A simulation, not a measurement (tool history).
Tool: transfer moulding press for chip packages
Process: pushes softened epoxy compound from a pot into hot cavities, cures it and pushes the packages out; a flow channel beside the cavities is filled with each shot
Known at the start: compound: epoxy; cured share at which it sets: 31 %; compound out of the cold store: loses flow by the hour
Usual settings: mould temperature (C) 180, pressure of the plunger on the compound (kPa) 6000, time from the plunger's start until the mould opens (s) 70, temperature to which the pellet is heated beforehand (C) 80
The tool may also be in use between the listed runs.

| run | hour | mould temperature (C) | pressure of the plunger on the compound (kPa) | time from the plunger's start until the mould opens (s) | temperature to which the pellet is heated beforehand (C) | incoming compound's hours out of the cold store | length that the compound runs in the flow channel (mm) | greatest force on the pins that push the packages out (N) |
|---|---|---|---|---|---|---|---|---|
| 1 | 0.0 | 180 | 6000 | 70 | 80 | 41.1 | 714 | 1000 |
| 2 | 8.2 | 180 | 6000 | 70 | 80 | 44.7 | 701 | 1121 |
| 3 | 18.0 | 180 | 6000 | 70 | 80 | 19.0 | 759 | 1260 |
| 4 | 36.9 | 180 | 6000 | 70 | 80 | 28.3 | 737 | 1312 |
| 5 | 52.9 | 180 | 6000 | 70 | 80 | 44.9 | 698 | 1441 |
| 6 | 62.1 | 180 | 6000 | 70 | 80 | 28.9 | 733 | 1482 |
| 7 | 73.9 | 180 | 6000 | 70 | 80 | 27.5 | 733 | 1487 |
|  | 77.8 | cavities cleaned with cleaning compound and waxed |
| 8 | 93.0 | 180 | 6000 | 70 | 80 | 28.2 | 731 | 989 |
| 9 | 106.5 | 180 | 5590 | 70 | 80 | 10.6 | 742 | 1262 |
| 10 | 118.4 | 180 | 5590 | 70 | 80 | 20.6 | 721 | 1332 |
| 11 | 130.4 | 180 | 6000 | 70 | 80 | 27.3 | 729 | 1396 |
| 12 | 149.1 | 181 | 5960 | 65 | 71 | 47.3 | 683 | 1695 |
| 13 | 160.8 | 188 | 5960 | 74 | 77 | 31.7 | 698 | 978 |
|  | 169.9 | cavities cleaned with cleaning compound and waxed |
| 14 | 175.9 | 177 | 6000 | 70 | 81 | 46.7 | 692 | 1006 |
|  | 179.5 | mould's thermocouples calibrated |
| 15 | 187.6 | 174 | 5920 | 70 | 81 | 13.3 | 772 | 1745 |
| 16 | 200.9 | 174 | 5920 | 70 | 81 | 14.9 | 764 | 2018 |
| 17 | 211.0 | 174 | 5920 | 70 | 81 | 35.2 | 720 | 1970 |
| 18 | 229.6 | 186 | 7030 | 70 | 80 | 13.5 | 800 | 1055 |
|  | 243.1 | mould's thermocouples calibrated, once more |
| 19 | 243.1 | 180 | 6000 | 98 | 80 | 41.7 | 691 | 879 |
| 20 | 252.8 | 180 | 6000 | 98 | 80 | 40.6 | 693 | 909 |
|  | 266.0 | cavities cleaned with cleaning compound and waxed |
|  | 274.3 | plunger's sealing rings changed |
| 21 | 275.4 | 180 | 6000 | 98 | 88 | 33.3 | 728 | 482 |

3 ways to go on from here, each from the tool as it stands after run 21. What would each give?
| A | 290.1 | 180 | 6860 | 56 | 77 | 15.7 | ? | ? |
| B | 290.1 | 180 | 6780 | 70 | 80 | 19.2 | ? | ? |
| C | 290.1 | 180 | 6000 | 98 | 88 | 25.4 | ? | ? |

| run | length that the compound runs in the flow channel (mm) | greatest force on the pins that push the packages out (N) |
|---|---|---|
| A | 816 | 2260 |
| B | 806 | 1060 |
| C | 743 | 660 |
Without the tool's hidden state the same runs would have given:
| run | length that the compound runs in the flow channel (mm) | greatest force on the pins that push the packages out (N) |
|---|---|---|
| A | 818 | 1384 |
| B | 808 | 648 |
| C | 745 | 406 |
